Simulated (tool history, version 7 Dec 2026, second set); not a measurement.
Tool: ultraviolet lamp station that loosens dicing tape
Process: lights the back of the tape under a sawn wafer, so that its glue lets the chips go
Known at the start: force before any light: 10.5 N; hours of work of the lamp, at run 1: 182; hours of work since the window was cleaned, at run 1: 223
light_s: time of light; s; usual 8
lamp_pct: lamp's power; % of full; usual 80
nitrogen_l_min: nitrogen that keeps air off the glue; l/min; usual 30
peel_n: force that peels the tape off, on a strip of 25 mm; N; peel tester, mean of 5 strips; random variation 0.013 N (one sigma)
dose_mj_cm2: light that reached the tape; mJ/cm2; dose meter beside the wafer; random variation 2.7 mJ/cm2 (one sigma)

run   hour  light_s  lamp_pct  nitrogen_l_min  hours of work of the lamp  hours of work since the window was cleaned  peel_n  dose_mj_cm2
  1    0.0        8        80              30                        182                                         223   0.906          314
  2   30.0        8        80              30                        202                                         243   0.948          309
  3   58.7        8        80              30                        221                                         262   1.002          308
  4   96.0        8        80              30                        246                                         287   1.017          296
  5  128.6        8        80              30                        268                                         309   1.085          294
  6  157.1        8        80              30                        287                                         328   1.071          284
     161.1  -- window cleaned of glue's vapour
  7  197.7        8        80              30                        314                                          24   1.325          270
  8  214.6        6        80              10                        325                                          36   3.099          197
  9  232.0        5        77              55                        337                                          47   2.618          157
 10  255.0        5        77              55                        352                                          63   2.688          156
 11  278.0        8        65              30                        367                                          78   2.068          205
 12  301.6        8        68              30                        383                                          94   1.892          211

Forecast each of these 3 alternatives for the next run:
     317.8  -- window cleaned of glue's vapour, once more
  A  325.4        5        80              30                        399                                           5       ?            ?
     317.8  -- window cleaned of glue's vapour, once more
  B  325.4       10        80              22                        399                                           5       ?            ?
     317.8  -- window cleaned of glue's vapour, once more
  C  325.4        8        60              11                        399                                           5       ?            ?

run  peel_n  dose_mj_cm2
  A   2.572          172
  B   0.829          349
  C   2.772          207
Without the tool's hidden state the same runs would have given:
run  peel_n  dose_mj_cm2
  A   1.619          231
  B   0.392          467
  C   1.781          279
